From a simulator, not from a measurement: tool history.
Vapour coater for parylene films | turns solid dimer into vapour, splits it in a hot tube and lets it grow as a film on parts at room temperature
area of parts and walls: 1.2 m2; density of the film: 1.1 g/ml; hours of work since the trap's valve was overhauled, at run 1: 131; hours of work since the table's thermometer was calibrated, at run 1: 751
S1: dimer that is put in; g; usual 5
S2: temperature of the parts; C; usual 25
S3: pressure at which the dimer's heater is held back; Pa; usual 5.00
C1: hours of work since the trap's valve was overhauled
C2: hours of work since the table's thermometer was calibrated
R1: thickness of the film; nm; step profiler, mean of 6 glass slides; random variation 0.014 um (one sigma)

run   hour  S1  S2    S3   C1    C2    R1
  1    0.0   5  25  5.00  131   751  2800
  2   13.8   5  25  5.00  144   764  2810
  3   36.7   5  25  5.00  164   784  2780
  4   63.9   5  25  5.00  188   808  2810
  5   79.9   5  25  5.00  202   822  2810
  6  100.6   5  25  5.00  221   841  2800
  7  121.7   2  25  5.00  239   859  1130
  8  133.2   2  25  5.00  250   870  1120
  9  160.2   2  25  5.00  274   894  1110
 10  184.3   2  25  5.00  295   915  1110
 11  204.2   2  25  5.00  313   933  1130
 12  220.9   2  25  5.00  328   948  1140
 13  248.2   3  25  5.00  352   972  1670
 14  262.4   7  25  6.12  365   985  3830
 15  279.4   7  25  6.12  380  1000  3840
 16  304.9   5  24  4.19  402  1022  2940
 17  325.4   5  24  4.19  421  1041  2950
 18  337.1   3  25  9.94  431  1051  1560
 19  363.9   3  25  9.94  455  1075  1580
 20  376.9   2  35  3.47  466  1086   860
 21  393.1   5  35  3.47  481  1101  2140
 22  416.2   5  35  3.47  501  1121  2130
 23  432.3   5  35  3.47  516  1136  2120
 24  454.8   5  35  3.47  536  1156  2100
     463.7  -- trap's valve overhauled
 25  478.4   6  20  2.83   13  1173  4200

Run 26 comes next. What will it give?
 26  503.7   6  20  2.83  36  1196   ?

{"run 26": {"R1": 4190}}
Without the tool's hidden state the same run would have given R1 4190 nm.

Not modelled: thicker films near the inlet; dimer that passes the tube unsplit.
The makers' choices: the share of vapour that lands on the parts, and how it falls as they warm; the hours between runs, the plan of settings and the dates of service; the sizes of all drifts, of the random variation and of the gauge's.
